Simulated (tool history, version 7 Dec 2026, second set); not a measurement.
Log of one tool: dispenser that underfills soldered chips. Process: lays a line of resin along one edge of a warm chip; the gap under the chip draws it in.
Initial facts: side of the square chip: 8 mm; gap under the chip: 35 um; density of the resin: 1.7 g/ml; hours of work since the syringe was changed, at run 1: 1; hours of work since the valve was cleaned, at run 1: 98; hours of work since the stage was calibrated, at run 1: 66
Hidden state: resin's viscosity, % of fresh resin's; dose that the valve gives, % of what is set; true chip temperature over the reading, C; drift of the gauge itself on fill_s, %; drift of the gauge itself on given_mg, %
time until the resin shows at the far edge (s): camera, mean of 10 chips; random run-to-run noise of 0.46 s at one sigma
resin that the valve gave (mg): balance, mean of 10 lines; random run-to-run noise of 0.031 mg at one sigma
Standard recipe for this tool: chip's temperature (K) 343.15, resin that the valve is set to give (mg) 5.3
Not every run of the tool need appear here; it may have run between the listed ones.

run	hour	chip's temperature (K)	resin that the valve is set to give (mg)	hours of work since the syringe was changed	hours of work since the valve was cleaned	hours of work since the stage was calibrated	time until the resin shows at the far edge (s)	resin that the valve gave (mg)
1	0	343.15	5.3	1	98	66	38.1	5.07
2	2.2	343.15	5.3	2	99	68	39.9	5.05
3	5.9	343.15	5.3	5	102	70	44.1	5.09
# hour 9: new syringe of resin
4	9	343.15	5.3	0	104	72	35.5	5.06
5	12.5	343.15	5.3	2	106	75	38.7	5.09
6	16.6	343.15	4.65	5	109	77	46.2	4.44
# hour 19.4: new syringe of resin
7	21.7	343.15	4.65	2	112	80	40.9	4.42
8	25.6	343.15	6.35	4	115	83	39.7	6.05
9	29.1	343.15	6.35	6	117	85	45.3	6.04
# hour 29.8: new syringe of resin
# hour 32.9: dispensing valve cleaned and set on the balance
10	35	343.15	6.35	3	1	88	38.6	6.36
11	38.2	344.15	4.65	5	4	91	43.1	4.66
# hour 41.2: new syringe of resin
12	41.4	346.15	5.88	0	5	93	29.4	5.86
13	45.9	343.15	4.57	3	9	96	41.4	4.55
14	50	343.15	4.57	6	11	98	46.7	4.58
# hour 51.5: new syringe of resin
15	52.5	343.15	4.57	1	13	100	39.6	4.54
16	54.9	344.15	5.92	2	14	101	35.5	5.91
17	59.7	344.15	5.92	5	18	105	40.7	5.88
# hour 62: new syringe of resin
18	64.8	344.15	4.61	2	21	108	36.8	4.56
19	68.4	344.15	4.61	4	23	110	40.1	4.58
20	71.2	344.15	4.61	6	25	112	43.9	4.59

Some steps in time until the resin shows at the far edge (s) between neighbouring runs. How much of each would the tool show without its hidden state too (settings, what came in, random variation), and how much is left for the hidden state, with any gauge scatter that isn't in both results?
Run 3 -> 4: new syringe of resin. time until the resin shows at the far edge (s) -8.6: hidden state -8.5, all else -0.1.
Run 11 -> 12: chip's temperature (K) 344.15 -> 346.15, resin that the valve is set to give (mg) 4.65 -> 5.88, new syringe of resin. time until the resin shows at the far edge (s) -13.7: hidden state -8, all else -5.7.
Run 12 -> 13: chip's temperature (K) 346.15 -> 343.15, resin that the valve is set to give (mg) 5.88 -> 4.57. time until the resin shows at the far edge (s) +12: hidden state +4.8, all else +7.2.
Run 14 -> 15: new syringe of resin. time until the resin shows at the far edge (s) -7.1: hidden state -8.2, all else +1.1.

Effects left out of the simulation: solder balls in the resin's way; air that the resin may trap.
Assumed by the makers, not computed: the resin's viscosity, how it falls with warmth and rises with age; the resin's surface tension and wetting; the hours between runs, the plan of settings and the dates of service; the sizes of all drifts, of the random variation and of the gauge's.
